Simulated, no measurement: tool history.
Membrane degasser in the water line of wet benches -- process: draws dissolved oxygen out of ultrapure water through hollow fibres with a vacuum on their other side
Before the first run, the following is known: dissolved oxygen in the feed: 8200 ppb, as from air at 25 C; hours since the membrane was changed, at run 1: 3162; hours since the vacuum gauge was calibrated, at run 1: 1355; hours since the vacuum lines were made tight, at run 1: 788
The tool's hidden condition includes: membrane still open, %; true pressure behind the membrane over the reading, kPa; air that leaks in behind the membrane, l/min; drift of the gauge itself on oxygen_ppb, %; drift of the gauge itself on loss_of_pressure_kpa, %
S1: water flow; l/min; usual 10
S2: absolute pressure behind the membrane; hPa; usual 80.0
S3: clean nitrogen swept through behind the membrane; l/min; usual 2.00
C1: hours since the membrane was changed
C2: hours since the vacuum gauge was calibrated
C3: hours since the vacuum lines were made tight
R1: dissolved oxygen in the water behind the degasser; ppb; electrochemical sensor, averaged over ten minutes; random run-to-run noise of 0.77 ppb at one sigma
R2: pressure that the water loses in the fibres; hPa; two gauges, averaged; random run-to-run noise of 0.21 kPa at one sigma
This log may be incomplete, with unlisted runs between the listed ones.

run	hour	S1	S2	S3	C1	C2	C3	R1	R2
1	0.0	10	80.0	2.00	3162	1355	788	74.2	529.6
2	163.8	10	133.5	2.00	3326	1519	951	139.5	527.8
3	243.6	10	133.5	2.00	3406	1598	1031	140.0	529.4
4	401.6	10	133.5	2.00	3564	1756	1189	139.4	530.1
5	553.3	10	133.5	2.00	3716	1908	1341	142.6	532.6
6	654.8	10	133.5	2.00	3817	2010	1442	144.3	533.6
7	766.4	10	167.8	2.03	3929	2121	1554	178.0	530.6
8	917.6	8	194.3	4.30	4080	2272	1705	81.4	426.5
9	1082.9	8	102.6	1.03	4245	2438	1870	139.8	430.0
10	1209.9	8	102.6	1.03	4372	2565	1997	141.3	426.3
11	1377.7	8	102.6	1.03	4540	2732	2165	142.1	431.8
12	1456.0	10	74.4	2.00	4618	2811	2244	71.7	541.8

Alternative continuations, all from the tool just after run 12; predict every row:
A	1570.4	10	74.4	3.01	4733	2925	2358	?	?
B	1570.4	10	168.3	2.00	4733	2925	2358	?	?
C	1570.4	8	198.7	1.73	4733	2925	2358	?	?
D	1570.4	7	80.0	1.95	4733	2925	2358	?	?

run	R1	R2
A	55.3	538.9
B	185.4	536.8
C	194.1	429.1
D	49.0	375.5
Without the tool's hidden state the same runs would have given:
run	R1	R2
A	47.6	511.2
B	175.5	509.2
C	186.7	406.9
D	44.8	356.1

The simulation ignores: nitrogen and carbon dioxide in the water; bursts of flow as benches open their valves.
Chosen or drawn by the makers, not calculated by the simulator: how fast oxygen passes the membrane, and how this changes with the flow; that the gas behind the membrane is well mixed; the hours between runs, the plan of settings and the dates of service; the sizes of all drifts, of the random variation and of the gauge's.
